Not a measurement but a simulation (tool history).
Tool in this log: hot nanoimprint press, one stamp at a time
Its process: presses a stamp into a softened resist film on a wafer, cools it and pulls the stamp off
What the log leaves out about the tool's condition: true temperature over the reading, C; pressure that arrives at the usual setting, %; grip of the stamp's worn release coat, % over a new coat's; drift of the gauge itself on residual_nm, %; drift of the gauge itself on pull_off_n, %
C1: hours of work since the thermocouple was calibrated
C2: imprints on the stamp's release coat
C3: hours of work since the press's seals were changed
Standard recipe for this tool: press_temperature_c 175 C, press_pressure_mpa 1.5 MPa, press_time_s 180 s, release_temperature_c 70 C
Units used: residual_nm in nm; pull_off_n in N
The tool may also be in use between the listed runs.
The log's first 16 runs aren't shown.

run 17 hour=260 | press_temperature_c=175 press_pressure_mpa=1.5 press_time_s=180 release_temperature_c=70 | C1=16 C2=1775 C3=437 | residual_nm=112.2 pull_off_n=274
run 18 hour=272.1 | press_temperature_c=173 press_pressure_mpa=1.84 press_time_s=180 release_temperature_c=68 | C1=24 C2=1800 C3=445 | residual_nm=111.3 pull_off_n=293
run 19 hour=286.7 | press_temperature_c=171 press_pressure_mpa=1.5 press_time_s=180 release_temperature_c=70 | C1=33 C2=1830 C3=454 | residual_nm=132.3 pull_off_n=284
run 20 hour=299.5 | press_temperature_c=186 press_pressure_mpa=1.5 press_time_s=180 release_temperature_c=70 | C1=42 C2=1856 C3=463 | residual_nm=70.7 pull_off_n=276
run 21 hour=314.5 | press_temperature_c=175 press_pressure_mpa=2.23 press_time_s=180 release_temperature_c=73 | C1=51 C2=1887 C3=472 | residual_nm=92.9 pull_off_n=254
run 22 hour=327.2 | press_temperature_c=175 press_pressure_mpa=2.23 press_time_s=180 release_temperature_c=73 | C1=60 C2=1913 C3=481 | residual_nm=92.7 pull_off_n=250
run 23 hour=347.3 | press_temperature_c=175 press_pressure_mpa=2.23 press_time_s=180 release_temperature_c=73 | C1=73 C2=1955 C3=494 | residual_nm=92.6 pull_off_n=249
run 24 hour=356.1 | press_temperature_c=168 press_pressure_mpa=1.25 press_time_s=137 release_temperature_c=58 | C1=78 C2=1973 C3=499 | residual_nm=171.2 pull_off_n=380
run 25 hour=368.8 | press_temperature_c=185 press_pressure_mpa=1.5 press_time_s=180 release_temperature_c=77 | C1=87 C2=1999 C3=507 | residual_nm=73.4 pull_off_n=228
run 26 hour=387.7 | press_temperature_c=185 press_pressure_mpa=1.5 press_time_s=180 release_temperature_c=77 | C1=99 C2=2038 C3=520 | residual_nm=73.4 pull_off_n=242
-- hour=395.7 stamp cleaned and given a new release coat
run 27 hour=410 | press_temperature_c=180 press_pressure_mpa=0.97 press_time_s=180 release_temperature_c=74 | C1=109 C2=30 C3=530 | residual_nm=111.6 pull_off_n=171
run 28 hour=429.8 | press_temperature_c=186 press_pressure_mpa=1.41 press_time_s=180 release_temperature_c=57 | C1=122 C2=70 C3=543 | residual_nm=72.7 pull_off_n=254
run 29 hour=444.6 | press_temperature_c=175 press_pressure_mpa=1.34 press_time_s=179 release_temperature_c=70 | C1=132 C2=101 C3=553 | residual_nm=118 pull_off_n=191
run 30 hour=461.8 | press_temperature_c=175 press_pressure_mpa=1.34 press_time_s=179 release_temperature_c=70 | C1=143 C2=136 C3=564 | residual_nm=117.8 pull_off_n=193

Predict each of these 3 candidate next runs independently; none follows another, all start after run 30:
run A hour=476.9 | press_temperature_c=175 press_pressure_mpa=1.04 press_time_s=179 release_temperature_c=70 | C1=153 C2=167 C3=574 | residual_nm=? pull_off_n=?
run B hour=476.9 | press_temperature_c=175 press_pressure_mpa=1.34 press_time_s=179 release_temperature_c=66 | C1=153 C2=167 C3=574 | residual_nm=? pull_off_n=?
run C hour=476.9 | press_temperature_c=175 press_pressure_mpa=1.5 press_time_s=274 release_temperature_c=70 | C1=153 C2=167 C3=574 | residual_nm=? pull_off_n=?

run=A residual_nm=131.2 pull_off_n=194
run=B residual_nm=117.4 pull_off_n=225
run=C residual_nm=95.1 pull_off_n=195
With no hidden state in the tool, these same runs would have given:
run=A residual_nm=131 pull_off_n=188
run=B residual_nm=116.8 pull_off_n=218
run=C residual_nm=94.3 pull_off_n=190
